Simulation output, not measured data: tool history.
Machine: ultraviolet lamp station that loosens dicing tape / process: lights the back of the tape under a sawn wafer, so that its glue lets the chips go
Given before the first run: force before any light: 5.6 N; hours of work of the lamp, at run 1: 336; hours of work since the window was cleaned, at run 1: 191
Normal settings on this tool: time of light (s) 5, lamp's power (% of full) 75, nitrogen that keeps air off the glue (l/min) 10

run,hour,time of light (s),lamp's power (% of full),nitrogen that keeps air off the glue (l/min),hours of work of the lamp,hours of work since the window was cleaned,force that peels the tape off (N),light that reached the tape (J/m2)
1,0,5,75,10,336,191,1.045,4100
2,37.6,2,75,10,365,220,2.847,1600
3,74.7,5,75,10,393,248,1.074,3880
4,100.1,5,75,10,412,268,1.157,3830
5,137.7,5,75,10,441,296,1.179,3670
6,170.3,5,75,10,466,321,1.217,3600
7,201.9,5,75,15,490,345,1.047,3430
8,242.4,5,91,10,521,376,1.033,4160
# hour 246.1: window cleaned of glue's vapour
9,261.4,7,84,9,535,12,0.871,4610
10,281.7,7,75,10,550,27,1.072,4000
11,311.5,7,75,10,573,50,1.057,3980
12,349.8,7,75,7,602,79,1.332,3810
13,380.5,7,75,7,625,102,1.345,3700

Alternative continuations, all from the tool just after run 13; predict every row:
A,415.8,7,75,3,652,129,?,?
B,415.8,2,70,10,652,129,?,?
C,415.8,7,75,6,652,129,?,?

run,force that peels the tape off (N),light that reached the tape (J/m2)
A,2.097,3590
B,3.613,950
C,1.568,3550
What these runs would have given with no unlogged condition in the tool:
run,force that peels the tape off (N),light that reached the tape (J/m2)
A,0.786,7560
B,2.312,2010
C,0.5,7500

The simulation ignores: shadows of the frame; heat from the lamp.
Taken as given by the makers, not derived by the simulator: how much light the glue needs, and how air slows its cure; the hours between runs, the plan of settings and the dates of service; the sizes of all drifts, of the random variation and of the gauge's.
